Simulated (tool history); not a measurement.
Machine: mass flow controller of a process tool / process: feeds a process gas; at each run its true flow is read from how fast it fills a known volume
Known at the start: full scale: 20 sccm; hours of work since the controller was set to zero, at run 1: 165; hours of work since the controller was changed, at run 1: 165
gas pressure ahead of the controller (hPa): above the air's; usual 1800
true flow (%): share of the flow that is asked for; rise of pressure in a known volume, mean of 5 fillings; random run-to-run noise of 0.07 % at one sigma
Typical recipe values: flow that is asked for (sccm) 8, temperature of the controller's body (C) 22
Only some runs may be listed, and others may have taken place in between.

run,hour,flow that is asked for (sccm),gas pressure ahead of the controller (hPa),temperature of the controller's body (C),hours of work since the controller was set to zero,hours of work since the controller was changed,true flow (%)
1,0.0,8,1800,22,165,165,99.23
2,420.0,8,2530,22,407,407,99.79
3,641.0,8,2660,22,534,534,99.90
4,905.5,8,2660,22,687,687,100.15
5,1216.7,8,1720,22,866,866,99.93
6,1419.5,8,1720,22,983,983,100.10
7,1661.7,8,1800,22,1123,1123,100.27
8,2068.9,8,1800,22,1357,1357,100.39
9,2307.3,8,1800,22,1495,1495,100.74
10,2480.9,8,1800,23,1595,1595,100.60
11,2797.0,7,2140,27,1777,1777,100.87
12,3091.6,8,2140,27,1947,1947,100.99
13,3451.3,14,1800,33,2154,2154,100.49
14,3806.1,7,1580,37,2358,2358,100.92
15,4141.7,3,1580,37,2552,2552,104.19
16,4402.3,3,1580,37,2702,2702,104.60
17,4737.8,8,1760,25,2895,2895,101.90
18,4925.6,8,1760,25,3003,3003,102.06

Branching from run 18: 3 alternative next runs. What would each branch give?
A,5133.7,3,1940,31,3123,3123,?
B,5133.7,12,1800,23,3123,3123,?
C,5133.7,13,1580,26,3123,3123,?

run,true flow (%)
A,106.00
B,101.80
C,101.45
Had the tool no hidden state, the same runs would have come out as:
run,true flow (%)
A,98.18
B,99.38
C,99.17
